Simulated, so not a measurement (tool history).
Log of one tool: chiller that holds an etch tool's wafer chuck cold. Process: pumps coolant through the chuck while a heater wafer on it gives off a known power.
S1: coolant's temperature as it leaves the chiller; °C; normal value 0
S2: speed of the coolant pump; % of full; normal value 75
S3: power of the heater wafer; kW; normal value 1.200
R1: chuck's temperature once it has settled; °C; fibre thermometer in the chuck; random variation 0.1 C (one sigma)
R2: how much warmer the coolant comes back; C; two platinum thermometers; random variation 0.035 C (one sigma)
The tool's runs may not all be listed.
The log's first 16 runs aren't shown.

run 17 day=78.008 | S1=9 S2=75 S3=1.200 | R1=22.9 R2=5.92
run 18 day=82.308 | S1=2 S2=75 S3=0.863 | R1=12.0 R2=4.38
run 19 day=85.108 | S1=-6 S2=88 S3=1.793 | R1=11.9 R2=7.45
run 20 day=88.900 | S1=9 S2=83 S3=1.690 | R1=26.9 R2=7.49
run 21 day=92.475 | S1=-2 S2=75 S3=1.228 | R1=12.1 R2=6.11
run 22 day=95.729 | S1=-2 S2=75 S3=1.228 | R1=12.2 R2=6.10
run 23 day=101.783 | S1=-2 S2=75 S3=1.228 | R1=12.3 R2=6.09
run 24 day=104.883 | S1=6 S2=73 S3=0.626 | R1=13.1 R2=3.29
run 25 day=109.488 | S1=6 S2=77 S3=1.086 | R1=18.5 R2=5.31
run 26 day=114.025 | S1=6 S2=87 S3=1.099 | R1=17.3 R2=4.64
run 27 day=119.588 | S1=5 S2=77 S3=1.099 | R1=17.7 R2=5.32
-- day=123.629 chiller's thermometer calibrated
run 28 day=124.458 | S1=-1 S2=82 S3=1.200 | R1=11.9 R2=5.43
run 29 day=130.575 | S1=-1 S2=82 S3=1.200 | R1=11.7 R2=5.43
run 30 day=134.333 | S1=0 S2=82 S3=1.278 | R1=13.7 R2=5.83
-- day=137.625 coolant changed, channels flushed
run 31 day=137.688 | S1=0 S2=82 S3=1.278 | R1=13.8 R2=5.82

What if the next run were any one of these 5? Each begins from the tool's condition after run 31:
run A day=142.838 | S1=0 S2=69 S3=1.278 | R1=? R2=?
run B day=142.838 | S1=0 S2=62 S3=1.247 | R1=? R2=?
run C day=142.838 | S1=-6 S2=80 S3=0.712 | R1=? R2=?
run D day=142.838 | S1=-8 S2=70 S3=0.724 | R1=? R2=?
run E day=142.838 | S1=3 S2=84 S3=1.278 | R1=? R2=?

run=A R1=15.9 R2=7.07
run=B R1=17.1 R2=7.69
run=C R1=1.8 R2=3.38
run=D R1=0.7 R2=3.99
run=E R1=16.5 R2=5.67
With the hidden condition removed and each run's random variation left untouched, the same runs would have given:
run=A R1=15.9 R2=6.88
run=B R1=17.1 R2=7.50
run=C R1=1.8 R2=3.20
run=D R1=0.7 R2=3.81
run=E R1=16.5 R2=5.48

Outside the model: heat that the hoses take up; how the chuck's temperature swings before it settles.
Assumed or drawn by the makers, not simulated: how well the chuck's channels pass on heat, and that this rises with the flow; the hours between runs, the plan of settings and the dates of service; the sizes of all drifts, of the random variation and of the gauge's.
